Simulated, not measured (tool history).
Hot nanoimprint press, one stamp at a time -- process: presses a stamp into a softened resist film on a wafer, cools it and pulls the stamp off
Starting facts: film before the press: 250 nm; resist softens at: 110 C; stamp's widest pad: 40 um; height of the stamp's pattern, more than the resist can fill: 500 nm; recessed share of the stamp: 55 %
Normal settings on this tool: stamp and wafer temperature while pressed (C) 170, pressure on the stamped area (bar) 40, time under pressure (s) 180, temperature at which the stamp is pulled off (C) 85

run,hour,stamp and wafer temperature while pressed (C),pressure on the stamped area (bar),time under pressure (s),temperature at which the stamp is pulled off (C),resist left under the stamp's widest pad (angstrom),greatest force while the stamp is pulled off (N)
1,0,170,40,180,85,1380,209
2,9.1,170,37.4,180,85,1428,207
3,22.2,170,37.4,180,85,1411,216
4,30.9,170,40,180,85,1375,218
5,39.3,170,40,180,85,1405,210
6,51.6,170,40,180,85,1379,214
7,59.3,170,40,180,85,1400,213
8,72.6,170,40,180,85,1386,214
9,86.6,170,40,180,85,1392,217
10,99.2,170,40,180,85,1370,220
11,110.3,170,40,180,75,1396,243
12,121.3,170,40,180,75,1375,248
13,131,170,40,180,85,1403,233
14,142,170,40,180,85,1385,232
15,149.6,170,40,180,85,1396,231
# hour 160: stamp cleaned and given a new release coat
16,165.6,170,40,180,82,1392,134
17,177.8,170,38.9,313,82,1174,133
18,188.7,160,32,191,90,2084,127
19,197.6,160,32,249,90,1956,130
20,211.4,178,40,299,85,804,136
21,221.5,178,40,299,85,819,132
22,235.7,170,63,180,81,1132,149
23,247.8,182,52.5,352,92,557,133
24,263.1,159,40,180,92,2084,138
25,276.3,159,40,180,92,2062,139
26,288.6,159,40,180,92,2051,139
27,300.4,159,40,180,92,2054,139
28,312.8,169,60.5,180,81,1242,155
29,325.7,171,46.9,180,72,1249,172
30,334.7,177,46.9,137,72,1077,171
31,342.3,177,46.9,137,72,1071,178

Here are 3 independent what-if runs from the current tool condition. What would each one return?
A,352.3,177,40.3,143,72,?,?
B,352.3,177,46.9,137,84,?,?
C,352.3,164,48.5,180,85,?,?

run,resist left under the stamp's widest pad (angstrom),greatest force while the stamp is pulled off (N)
A,1129,173
B,1068,158
C,1678,150
The same runs, with their run-to-run variation unchanged, on a tool lacking any hidden condition would have given:
run,resist left under the stamp's widest pad (angstrom),greatest force while the stamp is pulled off (N)
A,1075,142
B,1013,131
C,1607,124
